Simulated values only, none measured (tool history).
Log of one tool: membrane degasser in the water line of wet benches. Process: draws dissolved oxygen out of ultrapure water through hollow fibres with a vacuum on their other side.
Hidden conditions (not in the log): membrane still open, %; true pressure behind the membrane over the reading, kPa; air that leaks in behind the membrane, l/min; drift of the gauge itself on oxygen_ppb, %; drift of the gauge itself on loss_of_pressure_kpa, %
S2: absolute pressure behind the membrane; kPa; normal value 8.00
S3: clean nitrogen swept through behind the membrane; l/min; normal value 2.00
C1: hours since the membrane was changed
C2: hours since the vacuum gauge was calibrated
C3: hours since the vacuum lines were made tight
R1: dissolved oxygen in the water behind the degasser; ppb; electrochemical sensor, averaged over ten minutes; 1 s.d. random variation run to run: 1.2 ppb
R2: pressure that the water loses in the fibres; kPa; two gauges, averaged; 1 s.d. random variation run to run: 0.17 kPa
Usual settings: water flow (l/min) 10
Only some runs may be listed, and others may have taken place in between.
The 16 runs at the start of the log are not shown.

run 17 day=178.175 | water_flow_(l/min)=11 S2=6.50 S3=2.00 | C1=5441 C2=2584 C3=2024 | R1=121.3 R2=30.04
run 18 day=189.708 | water_flow_(l/min)=9 S2=15.10 S3=1.41 | C1=5718 C2=2860 C3=2301 | R1=224.6 R2=24.22
run 19 day=199.667 | water_flow_(l/min)=7 S2=6.81 S3=2.00 | C1=5957 C2=3099 C3=2540 | R1=58.6 R2=18.97
run 20 day=207.675 | water_flow_(l/min)=15 S2=6.81 S3=2.00 | C1=6149 C2=3292 C3=2732 | R1=203.2 R2=40.70
run 21 day=219.379 | water_flow_(l/min)=10 S2=5.46 S3=4.51 | C1=6430 C2=3573 C3=3013 | R1=76.6 R2=27.15
run 22 day=230.146 | water_flow_(l/min)=10 S2=5.46 S3=4.51 | C1=6689 C2=3831 C3=3271 | R1=76.2 R2=27.19
run 23 day=237.146 | water_flow_(l/min)=16 S2=8.00 S3=1.26 | C1=6857 C2=3999 C3=3439 | R1=289.7 R2=43.06
run 24 day=246.483 | water_flow_(l/min)=10 S2=5.87 S3=2.00 | C1=7081 C2=4223 C3=3663 | R1=94.3 R2=26.89
run 25 day=252.717 | water_flow_(l/min)=9 S2=7.82 S3=1.37 | C1=7230 C2=4373 C3=3813 | R1=123.3 R2=24.29
run 26 day=265.296 | water_flow_(l/min)=7 S2=8.06 S3=0.88 | C1=7532 C2=4674 C3=4115 | R1=116.9 R2=18.82
run 27 day=272.892 | water_flow_(l/min)=7 S2=8.06 S3=0.88 | C1=7714 C2=4857 C3=4297 | R1=119.8 R2=19.01
run 28 day=284.304 | water_flow_(l/min)=9 S2=8.06 S3=3.61 | C1=7988 C2=5131 C3=4571 | R1=81.0 R2=24.45
run 29 day=297.117 | water_flow_(l/min)=10 S2=5.57 S3=4.40 | C1=8296 C2=5438 C3=4879 | R1=76.3 R2=26.97
run 30 day=310.692 | water_flow_(l/min)=11 S2=5.57 S3=1.12 | C1=8622 C2=5764 C3=5205 | R1=132.8 R2=29.68
run 31 day=319.612 | water_flow_(l/min)=11 S2=5.57 S3=1.12 | C1=8836 C2=5978 C3=5419 | R1=133.5 R2=30.15

Each row is a separate what-if for the run after 31, all from the same tool condition, not one after another. Results?
run A day=330.433 | water_flow_(l/min)=10 S2=10.69 S3=2.86 | C1=9095 C2=6238 C3=5678 | R1=? R2=?
run B day=330.433 | water_flow_(l/min)=10 S2=5.29 S3=0.88 | C1=9095 C2=6238 C3=5678 | R1=? R2=?
run C day=330.433 | water_flow_(l/min)=10 S2=18.96 S3=2.00 | C1=9095 C2=6238 C3=5678 | R1=? R2=?
run D day=330.433 | water_flow_(l/min)=11 S2=14.99 S3=1.12 | C1=9095 C2=6238 C3=5678 | R1=? R2=?
run E day=330.433 | water_flow_(l/min)=15 S2=15.07 S3=1.28 | C1=9095 C2=6238 C3=5678 | R1=? R2=?

run=A R1=125.5 R2=27.00
run=B R1=118.9 R2=27.35
run=C R1=248.2 R2=26.86
run=D R1=344.3 R2=30.17
run=E R1=446.9 R2=40.85
With the hidden condition removed and each run's random variation left untouched, the same runs would have given:
run=A R1=125.2 R2=26.98
run=B R1=118.6 R2=27.33
run=C R1=247.9 R2=26.84
run=D R1=344.0 R2=30.15
run=E R1=446.4 R2=40.83

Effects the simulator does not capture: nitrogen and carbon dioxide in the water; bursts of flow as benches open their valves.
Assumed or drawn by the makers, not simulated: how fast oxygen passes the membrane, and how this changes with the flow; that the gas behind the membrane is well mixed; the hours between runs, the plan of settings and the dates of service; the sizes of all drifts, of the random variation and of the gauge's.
